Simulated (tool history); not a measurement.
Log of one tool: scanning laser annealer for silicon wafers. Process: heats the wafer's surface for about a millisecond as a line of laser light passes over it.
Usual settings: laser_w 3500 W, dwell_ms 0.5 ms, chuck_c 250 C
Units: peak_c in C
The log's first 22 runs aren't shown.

run,hour,laser_w,dwell_ms,chuck_c,peak_c
23,954,3551,0.369,250,825
24,979.1,3551,0.369,250,826
25,1026,3823,0.566,231,1032
26,1051.3,3143,0.5,279,879
27,1075.8,3143,0.5,279,878
28,1101.8,3623,0.45,262,918
29,1127.4,3500,0.504,250,924
30,1170.7,3291,0.363,210,730
31,1201,3804,0.377,210,834
32,1242.5,3591,0.5,252,940
33,1289.6,3491,0.482,250,900
34,1317.1,3591,0.565,257,991
35,1370.6,3500,0.459,268,901
36,1419.1,3500,0.5,227,892
37,1446.1,3500,0.5,213,875
38,1472.8,3419,0.385,214,768

5 ways to go on from here, each from the tool as it stands after run 38. What would each give?
A,1500.9,3419,0.385,257,?
B,1500.9,3003,0.5,260,?
C,1500.9,3220,0.548,248,?
D,1500.9,3500,0.446,240,?
E,1500.9,3437,0.544,255,?

run,peak_c
A,807
B,818
C,886
D,855
E,933
Without the tool's hidden state the same runs would have given:
run,peak_c
A,854
B,866
C,940
D,908
E,992
